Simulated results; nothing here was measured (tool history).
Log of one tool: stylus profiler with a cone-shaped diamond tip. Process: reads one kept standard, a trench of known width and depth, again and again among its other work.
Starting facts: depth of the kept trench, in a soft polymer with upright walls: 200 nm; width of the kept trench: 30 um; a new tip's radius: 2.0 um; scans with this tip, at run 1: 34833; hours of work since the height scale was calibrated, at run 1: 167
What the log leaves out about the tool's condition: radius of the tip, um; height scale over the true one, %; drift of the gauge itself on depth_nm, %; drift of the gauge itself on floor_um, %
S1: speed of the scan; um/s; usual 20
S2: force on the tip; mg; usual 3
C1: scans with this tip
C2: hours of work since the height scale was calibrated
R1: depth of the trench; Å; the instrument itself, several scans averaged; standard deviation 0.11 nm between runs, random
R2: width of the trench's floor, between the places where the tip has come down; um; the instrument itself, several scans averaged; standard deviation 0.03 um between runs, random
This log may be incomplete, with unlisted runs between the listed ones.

Run 1, day 0: usual settings; C1 34833; C2 167. Result: R1 2027.3 Å, R2 28.19 um.
Run 2, day 3.129: usual settings; C1 35457; C2 209. Result: R1 2029.2 Å, R2 28.19 um.
Run 3, day 7.762: usual settings but S1 12 um/s; C1 36381; C2 272. Result: R1 2026.3 Å, R2 28.23 um.
At day 10.154: new tip fitted, height scale calibrated.
Run 4, day 10.154: usual settings but S1 12 um/s; C1 0; C2 0. Result: R1 2029 Å, R2 28.21 um.
Run 5, day 14.988: usual settings; C1 964; C2 65. Result: R1 2027 Å, R2 28.19 um.
Run 6, day 18.667: usual settings; C1 1697; C2 115. Result: R1 2027.2 Å, R2 28.21 um.
Run 7, day 22.504: usual settings; C1 2463; C2 166. Result: R1 2025.5 Å, R2 28.18 um.
Run 8, day 27.3: usual settings; C1 3418; C2 231. Result: R1 2027.8 Å, R2 28.22 um.
Run 9, day 30.504: usual settings but S1 14 um/s; C1 4057; C2 274. Result: R1 2027.4 Å, R2 28.24 um.
Run 10, day 33.746: usual settings but S1 66 um/s; C1 4703; C2 318. Result: R1 2029 Å, R2 28.08 um.
Run 11, day 38.529: usual settings but S1 14 um/s; C1 5657; C2 382. Result: R1 2026.4 Å, R2 28.2 um.
Run 12, day 41.083: usual settings but S1 14 um/s; C1 6166; C2 417. Result: R1 2028 Å, R2 28.23 um.
Run 13, day 45.425: usual settings; C1 7032; C2 475. Result: R1 2028.3 Å, R2 28.18 um.
Run 14, day 49.867: usual settings but S1 11 um/s; C1 7917; C2 535. Result: R1 2025.8 Å, R2 28.22 um.
Run 15, day 54.012: usual settings but S1 33 um/s; C1 8744; C2 591. Result: R1 2026.3 Å, R2 28.14 um.
Run 16, day 56.342: usual settings but S1 13 um/s; C1 9208; C2 622. Result: R1 2026.9 Å, R2 28.24 um.
Run 17, day 59.979: usual settings but S2 2.14 mg; C1 9933; C2 671. Result: R1 2021 Å, R2 28.16 um.
Run 18, day 64.529: usual settings but S2 2.14 mg; C1 10840; C2 733. Result: R1 2021.9 Å, R2 28.22 um.
Run 19, day 66.967: usual settings but S2 2.14 mg; C1 11327; C2 765. Result: R1 2022.3 Å, R2 28.12 um.
Run 20, day 70.779: usual settings but S2 1.78 mg; C1 12086; C2 817. Result: R1 2018.9 Å, R2 28.19 um.
Run 21, day 76.125: usual settings but S1 40 um/s; C1 13152; C2 889. Result: R1 2027 Å, R2 28.14 um.
Run 22, day 79.817: usual settings but S1 40 um/s; C1 13889; C2 939. Result: R1 2027.3 Å, R2 28.13 um.
Run 23, day 82.55: usual settings but S1 40 um/s; C1 14433; C2 975. Result: R1 2031.2 Å, R2 28.18 um.
Run 24, day 87.55: usual settings but S1 66 um/s, S2 2.08 mg; C1 15430; C2 1043. Result: R1 2020.7 Å, R2 28 um.
Run 25, day 92.412: usual settings but S1 26 um/s, S2 5.25 mg; C1 16400; C2 1108. Result: R1 2040.7 Å, R2 28.19 um.
Run 26, day 96.475: usual settings but S1 12 um/s, S2 2.46 mg; C1 17210; C2 1163. Result: R1 2022.9 Å, R2 28.18 um.
Run 27, day 101.642: usual settings but S2 1.37 mg; C1 18240; C2 1233. Result: R1 2016.7 Å, R2 28.17 um.
Run 28, day 106.592: usual settings but S1 71 um/s, S2 2.68 mg; C1 19226; C2 1299. Result: R1 2023.1 Å, R2 28.05 um.
Run 29, day 109.158: usual settings but S1 7 um/s, S2 1.26 mg; C1 19738; C2 1334. Result: R1 2015.2 Å, R2 28.23 um.
Run 30, day 113.55: usual settings but S1 15 um/s, S2 3.25 mg; C1 20614; C2 1393. Result: R1 2028.2 Å, R2 28.19 um.
Run 31, day 115.908: usual settings but S1 15 um/s, S2 3.25 mg; C1 21084; C2 1425. Result: R1 2027.1 Å, R2 28.26 um.
Run 32, day 120.112: usual settings but S1 65 um/s, S2 1.71 mg; C1 21922; C2 1481. Result: R1 2019.4 Å, R2 27.97 um.
Run 33, day 124.642: usual settings but S1 6 um/s, S2 1.83 mg; C1 22825; C2 1542. Result: R1 2018.1 Å, R2 28.22 um.
Run 34, day 129.475: usual settings but S1 18 um/s, S2 4.54 mg; C1 23788; C2 1608. Result: R1 2037.7 Å, R2 28.18 um.
Run 35, day 132.288: usual settings but S1 34 um/s, S2 1.15 mg; C1 24349; C2 1645. Result: R1 2014.3 Å, R2 28.11 um.
Run 36, day 134.592: usual settings but S1 48 um/s, S2 5.1 mg; C1 24809; C2 1677. Result: R1 2038.7 Å, R2 28.13 um.
Run 37, day 138.842: usual settings but S1 44 um/s; C1 25656; C2 1734. Result: R1 2028.5 Å, R2 28.14 um.
Run 38, day 141.821: usual settings but S1 64 um/s, S2 2.07 mg; C1 26250; C2 1774. Result: R1 2021.6 Å, R2 28.03 um.
Run 39, day 146.654: usual settings but S1 15 um/s, S2 5.15 mg; C1 27213; C2 1839. Result: R1 2038.7 Å, R2 28.22 um.
Run 40, day 151.917: usual settings but S1 16 um/s; C1 28263; C2 1910. Result: R1 2025.5 Å, R2 28.2 um.
Run 41, day 157.221: usual settings but S1 7 um/s, S2 1.64 mg; C1 29320; C2 1981. Result: R1 2018.8 Å, R2 28.24 um.
Run 42, day 162.5: usual settings but S2 4.25 mg; C1 30373; C2 2053. Result: R1 2034.5 Å, R2 28.18 um.
Run 43, day 166.629: usual settings but S1 22 um/s, S2 1.22 mg; C1 31196; C2 2108. Result: R1 2014.5 Å, R2 28.13 um.
At day 169.225: height scale calibrated on a step standard.
Run 44, day 170.288: usual settings but S1 67 um/s, S2 3.03 mg; C1 31921; C2 14. Result: R1 2026.3 Å, R2 28.02 um.
Run 45, day 172.867: usual settings but S1 67 um/s, S2 3.03 mg; C1 32435; C2 49. Result: R1 2028.3 Å, R2 28.1 um.

What if the next run were any one of these 3? Each begins from the tool's condition after run 45:
Run A, day 175.942: usual settings but S1 9 um/s, S2 3.03 mg; C1 33048; C2 90. Result: R1 ?, R2 ?.
Run B, day 175.942: usual settings but S1 7 um/s, S2 4.28 mg; C1 33048; C2 90. Result: R1 ?, R2 ?.
Run C, day 175.942: usual settings but S1 73 um/s, S2 2.7 mg; C1 33048; C2 90. Result: R1 ?, R2 ?.

run      R1     R2
  A  2027.4  28.28
  B  2035.1  28.23
  C  2024.9  28.05
Take away the tool's hidden state, keep each run's random variation, and the runs would have read:
run      R1     R2
  A  2027.4   28.3
  B  2035.1  28.25
  C  2024.9  28.07

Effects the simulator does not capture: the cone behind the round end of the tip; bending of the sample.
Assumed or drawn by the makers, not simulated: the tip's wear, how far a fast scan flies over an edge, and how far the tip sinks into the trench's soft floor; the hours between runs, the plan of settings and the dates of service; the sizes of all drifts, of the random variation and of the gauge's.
